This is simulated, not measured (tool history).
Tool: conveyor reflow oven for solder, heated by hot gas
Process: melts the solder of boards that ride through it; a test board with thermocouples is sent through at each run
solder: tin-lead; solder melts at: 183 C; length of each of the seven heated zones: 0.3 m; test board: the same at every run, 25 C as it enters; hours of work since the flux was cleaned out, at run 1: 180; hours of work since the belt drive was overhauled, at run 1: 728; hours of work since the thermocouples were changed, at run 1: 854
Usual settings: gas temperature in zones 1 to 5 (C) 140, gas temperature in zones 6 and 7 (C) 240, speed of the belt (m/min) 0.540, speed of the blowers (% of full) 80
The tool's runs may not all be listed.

run	hour	gas temperature in zones 1 to 5 (C)	gas temperature in zones 6 and 7 (C)	speed of the belt (m/min)	speed of the blowers (% of full)	hours of work since the flux was cleaned out	hours of work since the belt drive was overhauled	hours of work since the thermocouples were changed	highest temperature of the board (C)	time above the solder's melting point (s)
1	0.0	140	240	0.540	80	180	728	854	224.0	55.88
2	35.9	140	240	0.540	80	204	753	878	223.7	55.77
3	69.0	140	240	0.540	80	227	775	901	223.4	55.52
4	105.8	140	240	0.540	80	252	800	926	223.5	55.62
5	142.6	140	240	0.540	80	276	825	950	223.3	55.50
# hour 160.5: flux residue cleaned out of gas plates and filters
6	196.3	140	240	0.540	80	24	858	984	224.2	56.35
7	231.9	140	240	0.540	80	48	882	1008	224.3	56.12
8	285.6	140	240	0.540	80	85	919	1044	223.6	56.12
9	317.1	140	240	0.540	80	106	940	1065	223.3	55.97
10	364.4	140	240	0.540	80	138	972	1097	223.2	55.76
11	433.4	140	240	0.540	80	185	1019	1144	222.9	55.62
12	493.7	140	240	0.540	80	226	1060	1185	222.7	55.33
13	524.4	140	240	0.540	80	247	1080	1206	222.1	55.46
14	552.2	140	240	0.517	80	265	1099	1225	223.8	58.81
15	580.8	140	240	0.517	80	285	1119	1244	223.6	58.64
# hour 589.8: flux residue cleaned out of gas plates and filters
16	644.9	137	240	0.552	63	37	1159	1284	217.6	49.67
17	710.9	140	243	0.474	88	82	1203	1329	230.8	68.95
18	762.4	140	243	0.474	88	117	1238	1364	230.8	68.85
19	797.7	149	239	0.594	69	141	1262	1388	217.8	50.14

The next listed run, before its measurement:
20	859.1	148	240	0.459	80	182	1304	1429	?	?

{"run 20": {"highest temperature of the board (C)": 227.3, "time above the solder's melting point (s)": 72.17}}
Without the tool's hidden state the same run would have given highest temperature of the board (C) 231.9, time above the solder's melting point (s) 72.16.
